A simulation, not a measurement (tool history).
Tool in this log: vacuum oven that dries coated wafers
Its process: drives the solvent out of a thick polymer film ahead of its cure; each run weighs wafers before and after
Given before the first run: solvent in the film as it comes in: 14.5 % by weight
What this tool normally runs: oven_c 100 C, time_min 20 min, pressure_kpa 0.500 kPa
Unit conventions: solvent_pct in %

run,hour,oven_c,time_min,pressure_kpa,solvent_pct
1,0.0,100,20,0.500,1.30
2,19.4,100,20,0.500,1.30
3,36.8,100,25,0.500,0.79
4,70.2,100,25,0.500,0.78
5,89.4,100,25,0.500,0.80
6,120.4,96,20,0.500,1.96
7,137.5,104,14,1.511,1.95
8,160.6,106,20,1.903,0.92
9,196.4,100,35,1.044,0.47
10,225.4,100,18,0.675,1.66
11,252.3,105,22,1.220,0.72
12,282.6,110,25,0.500,0.18

What if the next run were any one of these 3? Each begins from the tool's condition after run 12:
A,313.1,100,20,0.696,?
B,313.1,96,25,0.458,?
C,313.1,88,12,0.392,?

run,solvent_pct
A,1.33
B,1.30
C,5.80
With no hidden state in the tool, these same runs would have given:
run,solvent_pct
A,1.32
B,1.29
C,5.79
